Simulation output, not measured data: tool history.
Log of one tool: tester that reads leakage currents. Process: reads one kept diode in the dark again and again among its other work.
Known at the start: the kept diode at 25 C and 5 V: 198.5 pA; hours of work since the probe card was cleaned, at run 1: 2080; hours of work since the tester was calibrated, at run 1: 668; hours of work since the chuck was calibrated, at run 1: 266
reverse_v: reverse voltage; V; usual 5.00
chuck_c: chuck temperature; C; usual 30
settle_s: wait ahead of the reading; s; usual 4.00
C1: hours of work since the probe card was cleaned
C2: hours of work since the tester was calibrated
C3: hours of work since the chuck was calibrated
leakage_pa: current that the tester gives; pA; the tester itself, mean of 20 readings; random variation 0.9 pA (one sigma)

Run 1, day 0.000: usual settings; C1 2080; C2 668; C3 266. Result: leakage_pa 290.74 pA.
Run 2, day 0.608: usual settings; C1 2088; C2 676; C3 274. Result: leakage_pa 288.99 pA.
Run 3, day 1.192: usual settings; C1 2096; C2 684; C3 282. Result: leakage_pa 290.48 pA.
Run 4, day 2.154: usual settings; C1 2109; C2 697; C3 295. Result: leakage_pa 286.61 pA.
Run 5, day 3.038: usual settings; C1 2121; C2 709; C3 307. Result: leakage_pa 290.13 pA.
Run 6, day 4.133: usual settings but reverse_v 2.89 V, chuck_c 45 C; C1 2136; C2 724; C3 322. Result: leakage_pa 658.12 pA.
Run 7, day 4.700: usual settings but reverse_v 3.47 V, chuck_c 36 C, settle_s 1.92 s; C1 2143; C2 731; C3 330. Result: leakage_pa 371.00 pA.
Run 8, day 5.571: usual settings but reverse_v 4.72 V, chuck_c 22 C, settle_s 4.52 s; C1 2155; C2 743; C3 341. Result: leakage_pa 147.07 pA.
Run 9, day 6.117: usual settings but reverse_v 7.81 V, chuck_c 46 C, settle_s 1.41 s; C1 2163; C2 751; C3 349. Result: leakage_pa 1205.56 pA.
Run 10, day 6.688: usual settings but reverse_v 7.81 V, chuck_c 46 C, settle_s 1.41 s; C1 2170; C2 758; C3 356. Result: leakage_pa 1210.59 pA.

Measured less the same run without the tool's hidden state. The same run-to-run variation is in both; the gauge's scatter may not be:
The hidden state here: stray current of the dirty probe card, pA a volt; current scale over the true one, %; true chuck temperature over the reading, C; drift of the gauge itself on leakage_pa, %.
run  leakage_pa
  1       -7.35
  2       -7.72
  3       -8.14
  4       -8.68
  5       -9.45
  6      -32.38
  7      -17.32
  8       -2.91
  9      -60.83
 10      -62.89

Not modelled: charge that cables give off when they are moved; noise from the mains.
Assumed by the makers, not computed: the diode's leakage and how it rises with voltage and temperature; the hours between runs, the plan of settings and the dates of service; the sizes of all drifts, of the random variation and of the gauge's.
